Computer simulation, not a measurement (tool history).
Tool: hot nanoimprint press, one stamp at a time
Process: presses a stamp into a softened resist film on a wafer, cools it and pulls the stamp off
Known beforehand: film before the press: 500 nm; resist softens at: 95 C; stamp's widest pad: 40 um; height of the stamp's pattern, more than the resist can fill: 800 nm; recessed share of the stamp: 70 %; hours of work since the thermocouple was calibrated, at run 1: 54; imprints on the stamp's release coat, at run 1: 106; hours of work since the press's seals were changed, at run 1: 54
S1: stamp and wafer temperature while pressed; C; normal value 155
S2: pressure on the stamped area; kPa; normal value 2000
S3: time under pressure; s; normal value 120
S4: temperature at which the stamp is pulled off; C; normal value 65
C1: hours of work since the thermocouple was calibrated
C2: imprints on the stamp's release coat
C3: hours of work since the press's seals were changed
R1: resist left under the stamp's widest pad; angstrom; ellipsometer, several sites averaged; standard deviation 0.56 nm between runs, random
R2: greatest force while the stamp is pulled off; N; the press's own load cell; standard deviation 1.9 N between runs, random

run	hour	S1	S2	S3	S4	C1	C2	C3	R1	R2
1	0.0	155	2000	120	65	54	106	54	2615	147
2	32.1	155	2000	120	65	72	183	72	2604	145
3	58.2	155	2000	120	72	87	245	87	2617	127
4	83.9	155	2000	120	65	101	306	101	2612	146
5	114.4	155	2000	120	65	118	378	118	2601	144
6	140.3	155	2000	120	65	132	440	132	2603	144
7	165.4	155	2000	120	65	146	500	146	2611	146
8	198.4	155	2000	120	63	165	578	165	2614	151

The next listed run, before its measurement:
9	216.5	155	2000	120	70	175	621	175	?	?

R1: 2616 angstrom
R2: 131 N
The same run, on a tool lacking any hidden state, would have yielded R1 2616 angstrom, R2 131 N.

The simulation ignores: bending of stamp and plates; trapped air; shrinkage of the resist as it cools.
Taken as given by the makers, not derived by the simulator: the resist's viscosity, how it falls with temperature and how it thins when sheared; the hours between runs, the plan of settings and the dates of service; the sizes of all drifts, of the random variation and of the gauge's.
